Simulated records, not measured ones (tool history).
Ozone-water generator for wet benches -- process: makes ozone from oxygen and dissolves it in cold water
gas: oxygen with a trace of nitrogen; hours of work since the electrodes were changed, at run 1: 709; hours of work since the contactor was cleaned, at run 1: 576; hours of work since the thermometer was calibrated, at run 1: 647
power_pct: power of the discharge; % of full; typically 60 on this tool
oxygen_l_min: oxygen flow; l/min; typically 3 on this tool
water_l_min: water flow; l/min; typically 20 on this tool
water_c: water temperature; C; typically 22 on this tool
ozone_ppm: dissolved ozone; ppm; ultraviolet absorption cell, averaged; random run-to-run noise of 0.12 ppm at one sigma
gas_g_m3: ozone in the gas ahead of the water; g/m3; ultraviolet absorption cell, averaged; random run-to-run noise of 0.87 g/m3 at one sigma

| run | hour | power_pct | oxygen_l_min | water_l_min | water_c | hours of work since the electrodes were changed | hours of work since the contactor was cleaned | hours of work since the thermometer was calibrated | ozone_ppm | gas_g_m3 |
|---|---|---|---|---|---|---|---|---|---|---|
| 1 | 0 | 60 | 3 | 20 | 22 | 709 | 576 | 647 | 9.6 | 140.9 |
| 2 | 33.6 | 60 | 3 | 20 | 22 | 730 | 597 | 668 | 9.7 | 140.8 |
| 3 | 56.4 | 60 | 1.69 | 20 | 22 | 744 | 611 | 682 | 8 | 172.5 |
| 4 | 77.6 | 60 | 4.73 | 20 | 22 | 757 | 624 | 695 | 11 | 120.2 |
| 5 | 108 | 60 | 3.55 | 20 | 22 | 776 | 643 | 714 | 10.4 | 132.3 |
| 6 | 146.8 | 60 | 3.55 | 20 | 22 | 800 | 667 | 738 | 10.2 | 133.6 |
| 7 | 168.2 | 60 | 3.55 | 20 | 22 | 813 | 680 | 751 | 10.3 | 132.8 |
| 8 | 186.7 | 60 | 3.55 | 20 | 22 | 825 | 692 | 763 | 10.3 | 134.4 |
| 9 | 212.3 | 60 | 3 | 20 | 25 | 841 | 707 | 779 | 9.4 | 139.1 |
| 10 | 250.4 | 60 | 3 | 20 | 25 | 864 | 731 | 802 | 9.4 | 141.7 |
| 11 | 287.4 | 60 | 3 | 20 | 25 | 887 | 754 | 825 | 9.8 | 139 |
| 12 | 325.9 | 60 | 3 | 20 | 26 | 911 | 778 | 849 | 9.4 | 140.4 |
| 13 | 343.3 | 72 | 3 | 20 | 22 | 922 | 789 | 860 | 11.2 | 159.5 |
| 14 | 373.2 | 71 | 3 | 20 | 22 | 940 | 807 | 878 | 11.2 | 157.4 |
| 15 | 393.5 | 60 | 3 | 20 | 22 | 953 | 820 | 891 | 10 | 141.6 |
| 16 | 430.9 | 60 | 3 | 20 | 22 | 976 | 843 | 914 | 9.9 | 139.5 |
| 17 | 452.9 | 73 | 4.69 | 16 | 22 | 990 | 857 | 928 | 15 | 137.7 |
| 18 | 478.3 | 73 | 4.69 | 16 | 22 | 1006 | 872 | 944 | 14.6 | 138.7 |
| 19 | 517.4 | 75 | 1.51 | 20 | 22 | 1030 | 897 | 968 | 9 | 209 |
| 20 | 551.5 | 75 | 1.51 | 20 | 22 | 1051 | 918 | 989 | 8.9 | 210.7 |
| 21 | 574.5 | 72 | 3.33 | 20 | 26 | 1065 | 932 | 1003 | 10.8 | 153.2 |
| 22 | 611.8 | 60 | 4.24 | 15 | 22 | 1088 | 955 | 1026 | 13.6 | 125.3 |
| 23 | 649.2 | 75 | 3 | 20 | 22 | 1111 | 978 | 1049 | 11.4 | 163.7 |
| 24 | 676.5 | 75 | 3 | 20 | 22 | 1128 | 995 | 1066 | 11.4 | 162.3 |
| 25 | 704.4 | 90 | 1.72 | 22 | 19 | 1146 | 1012 | 1084 | 9.8 | 224.4 |
| 26 | 728.5 | 90 | 1.72 | 22 | 19 | 1161 | 1027 | 1099 | 10.1 | 227.3 |
| 27 | 744.9 | 90 | 1.72 | 22 | 19 | 1171 | 1038 | 1109 | 10.1 | 228.4 |
| 28 | 765.7 | 60 | 3 | 20 | 16 | 1184 | 1050 | 1122 | 10.6 | 140.8 |
| 29 | 800.1 | 43 | 3 | 22 | 22 | 1205 | 1072 | 1143 | 7.1 | 110.6 |
| 30 | 833.4 | 68 | 3 | 20 | 19 | 1226 | 1092 | 1164 | 10.8 | 151.8 |
| 31 | 859 | 68 | 3 | 20 | 19 | 1242 | 1108 | 1179 | 10.8 | 150.6 |
| 32 | 878.9 | 68 | 3 | 20 | 19 | 1254 | 1121 | 1192 | 11 | 155.1 |

Below, each run's measurement less what the same run would have read without the hidden state. Both values contain the same run-to-run variation, but the gauge's scatter may not be the same in both:
What the log doesn't record here: yield of the discharge, % of new electrodes'; contactor's efficiency, % of a clean one's; true water temperature over the reading, C; drift of the gauge itself on ozone_ppm, %; drift of the gauge itself on gas_g_m3, %.
| run | ozone_ppm | gas_g_m3 |
|---|---|---|
| 1 | -0.2 | -1.5 |
| 2 | -0.2 | -1.6 |
| 3 | -0.2 | -1.9 |
| 4 | -0.2 | -1.4 |
| 5 | -0.3 | -1.5 |
| 6 | -0.3 | -1.6 |
| 7 | -0.2 | -1.6 |
| 8 | -0.3 | -1.7 |
| 9 | -0.2 | -1.8 |
| 10 | -0.2 | -1.8 |
| 11 | -0.2 | -1.8 |
| 12 | -0.3 | -1.9 |
| 13 | -0.3 | -2.4 |
| 14 | -0.3 | -2.4 |
| 15 | -0.2 | -2 |
| 16 | -0.3 | -2 |
| 17 | -0.5 | -2.3 |
| 18 | -0.5 | -2.4 |
| 19 | -0.2 | -3.7 |
| 20 | -0.3 | -3.7 |
| 21 | -0.3 | -2.6 |
| 22 | -0.3 | -1.9 |
| 23 | -0.4 | -3 |
| 24 | -0.3 | -3.1 |
| 25 | -0.3 | -4.8 |
| 26 | -0.4 | -5 |
| 27 | -0.4 | -5 |
| 28 | -0.3 | -2.4 |
| 29 | -0.2 | -1.4 |
| 30 | -0.4 | -2.9 |
| 31 | -0.4 | -2.9 |
| 32 | -0.4 | -2.9 |
